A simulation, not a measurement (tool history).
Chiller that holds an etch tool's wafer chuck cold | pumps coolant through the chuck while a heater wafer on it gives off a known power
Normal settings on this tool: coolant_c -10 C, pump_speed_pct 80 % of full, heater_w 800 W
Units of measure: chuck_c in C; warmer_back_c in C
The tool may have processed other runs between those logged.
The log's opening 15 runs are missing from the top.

Run 16, hour 1491.9: usual settings but pump_speed_pct 91 % of full. Result: chuck_c -2.72 C, warmer_back_c 2.58 C.
Run 17, hour 1598.4: usual settings but pump_speed_pct 94 % of full. Result: chuck_c -2.90 C, warmer_back_c 2.50 C.
Run 18, hour 1684.6: usual settings but pump_speed_pct 94 % of full. Result: chuck_c -2.85 C, warmer_back_c 2.50 C.
Run 19, hour 1780.2: usual settings but coolant_c -14 C, pump_speed_pct 93 % of full. Result: chuck_c -6.79 C, warmer_back_c 2.56 C.
Run 20, hour 1905.0: usual settings but coolant_c -14 C, pump_speed_pct 93 % of full. Result: chuck_c -6.69 C, warmer_back_c 2.56 C.
Run 21, hour 2032.8: usual settings but pump_speed_pct 79 % of full. Result: chuck_c -1.59 C, warmer_back_c 3.01 C.
Run 22, hour 2158.4: usual settings but pump_speed_pct 79 % of full. Result: chuck_c -1.58 C, warmer_back_c 3.03 C.
Run 23, hour 2248.7: usual settings. Result: chuck_c -1.70 C, warmer_back_c 3.01 C.
Run 24, hour 2346.9: usual settings but coolant_c -18 C, pump_speed_pct 72 % of full. Result: chuck_c -8.90 C, warmer_back_c 3.36 C.
Run 25, hour 2481.3: usual settings but coolant_c -18 C, pump_speed_pct 72 % of full. Result: chuck_c -8.85 C, warmer_back_c 3.35 C.
Run 26, hour 2587.2: usual settings but pump_speed_pct 88 % of full, heater_w 516 W. Result: chuck_c -5.05 C, warmer_back_c 1.75 C.
Run 27, hour 2645.7: usual settings but coolant_c -3 C, pump_speed_pct 69 % of full, heater_w 1093 W. Result: chuck_c 10.02 C, warmer_back_c 4.84 C.
Run 28, hour 2712.7: usual settings but coolant_c -6 C, pump_speed_pct 91 % of full, heater_w 1093 W. Result: chuck_c 4.45 C, warmer_back_c 3.62 C.
Run 29, hour 2800.3: usual settings but coolant_c -6 C, pump_speed_pct 62 % of full, heater_w 751 W. Result: chuck_c 3.70 C, warmer_back_c 3.74 C.
Run 30, hour 2857.6: usual settings but coolant_c -6 C, pump_speed_pct 62 % of full, heater_w 751 W. Result: chuck_c 3.70 C, warmer_back_c 3.74 C.
Run 31, hour 2931.7: usual settings but coolant_c -6 C, pump_speed_pct 62 % of full, heater_w 751 W. Result: chuck_c 3.73 C, warmer_back_c 3.72 C.
Run 32, hour 2989.1: usual settings but heater_w 675 W. Result: chuck_c -2.89 C, warmer_back_c 2.58 C.
Run 33, hour 3097.0: usual settings but pump_speed_pct 97 % of full, heater_w 675 W. Result: chuck_c -3.97 C, warmer_back_c 2.08 C.

Alternative continuations, all from the tool just after run 33; predict every row:
Run A, hour 3198.3: usual settings but coolant_c -20 C, pump_speed_pct 85 % of full. Result: chuck_c ?, warmer_back_c ?.
Run B, hour 3198.3: usual settings but coolant_c -16 C, pump_speed_pct 94 % of full, heater_w 704 W. Result: chuck_c ?, warmer_back_c ?.
Run C, hour 3198.3: usual settings but coolant_c -16 C, pump_speed_pct 97 % of full, heater_w 880 W. Result: chuck_c ?, warmer_back_c ?.

run  chuck_c  warmer_back_c
  A   -11.93           2.84
  B    -9.53           2.25
  C    -7.95           2.73
Without the tool's unlogged condition, the same runs would have read:
run  chuck_c  warmer_back_c
  A   -12.24           2.75
  B    -9.73           2.18
  C    -8.26           2.65

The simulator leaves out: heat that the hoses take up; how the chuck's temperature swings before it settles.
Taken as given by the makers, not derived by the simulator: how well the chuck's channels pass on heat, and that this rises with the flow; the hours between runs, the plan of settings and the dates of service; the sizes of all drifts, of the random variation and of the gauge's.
